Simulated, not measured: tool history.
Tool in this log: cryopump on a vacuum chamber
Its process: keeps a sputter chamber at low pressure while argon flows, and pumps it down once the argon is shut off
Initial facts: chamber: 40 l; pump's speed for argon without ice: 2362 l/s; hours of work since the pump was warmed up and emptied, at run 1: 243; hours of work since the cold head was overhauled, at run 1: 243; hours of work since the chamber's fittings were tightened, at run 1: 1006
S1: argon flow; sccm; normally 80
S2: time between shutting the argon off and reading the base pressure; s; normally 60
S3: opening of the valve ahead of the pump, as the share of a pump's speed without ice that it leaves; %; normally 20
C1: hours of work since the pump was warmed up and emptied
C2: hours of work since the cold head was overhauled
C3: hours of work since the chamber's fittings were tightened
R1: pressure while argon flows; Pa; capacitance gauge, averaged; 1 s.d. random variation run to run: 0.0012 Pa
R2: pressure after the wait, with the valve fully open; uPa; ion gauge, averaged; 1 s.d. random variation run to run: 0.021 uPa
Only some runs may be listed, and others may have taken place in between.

run,hour,S1,S2,S3,C1,C2,C3,R1,R2
1,0,80,60,20,243,243,1006,0.2931,1.07
2,41.2,80,70,20,278,278,1041,0.2933,1.07
3,110.8,80,60,20,337,337,1099,0.2959,1.14
4,154.4,80,60,20,373,373,1136,0.2979,1.24
# hour 185.7: leaking fittings of the chamber tightened, without venting
# hour 219.2: pump warmed up, emptied and cooled again
5,227.9,80,60,20,7,429,31,0.2863,0.55
6,301.2,80,60,20,69,491,93,0.2879,0.59
7,352.8,80,60,20,112,534,136,0.2913,0.54
8,384.8,80,60,20,139,561,163,0.2909,0.59
9,425.6,80,60,34,174,595,198,0.1749,0.59
10,482.6,117,60,20,222,643,245,0.4278,0.67
11,547.1,80,60,20,276,698,300,0.2955,0.68
12,583.4,80,60,20,306,728,330,0.2954,0.69
13,615.5,80,60,20,333,755,357,0.2968,0.77
14,689.9,80,60,20,396,818,420,0.2992,0.78
# hour 720.9: pump warmed up, emptied and cooled again
15,766.7,80,60,38,39,878,480,0.1522,0.73
16,806.2,81,60,39,72,911,513,0.151,0.77
17,870.9,81,245,20,126,966,568,0.2944,0.5
18,915.2,80,155,33,163,1003,605,0.1793,0.58
19,986.9,80,155,33,224,1063,665,0.1814,0.63
20,1017.6,78,155,22,250,1089,691,0.2626,0.65
21,1085.8,127,23,54,307,1146,749,0.1863,1.59
22,1129.2,127,23,54,343,1183,785,0.1891,1.54
23,1170.8,74,288,20,378,1218,820,0.2794,0.73
# hour 1223.8: pump warmed up, emptied and cooled again
24,1227.6,74,288,20,3,1261,864,0.2656,0.64
25,1299.2,80,137,46,63,1322,924,0.1276,0.81
26,1359.2,44,144,39,114,1372,974,0.0824,0.81
27,1409,80,60,59,156,1414,1016,0.1022,1.06
28,1474.8,80,60,59,211,1469,1071,0.1052,1.14
29,1515.5,80,60,59,245,1504,1106,0.1064,1.16

Alternative continuations, all from the tool just after run 29; predict every row:
A,1576.5,37,117,21,297,1555,1157,?,?
B,1576.5,80,60,30,297,1555,1157,?,?
C,1576.5,108,90,20,297,1555,1157,?,?
D,1576.5,154,25,19,297,1555,1157,?,?

run,R1,R2
A,0.1311,1.03
B,0.204,1.22
C,0.4036,1.05
D,0.6001,1.77
The same runs, with their run-to-run variation unchanged, on a tool lacking any hidden condition would have given:
run,R1,R2
A,0.126,0.3
B,0.1931,0.49
C,0.3889,0.34
D,0.5792,1.04
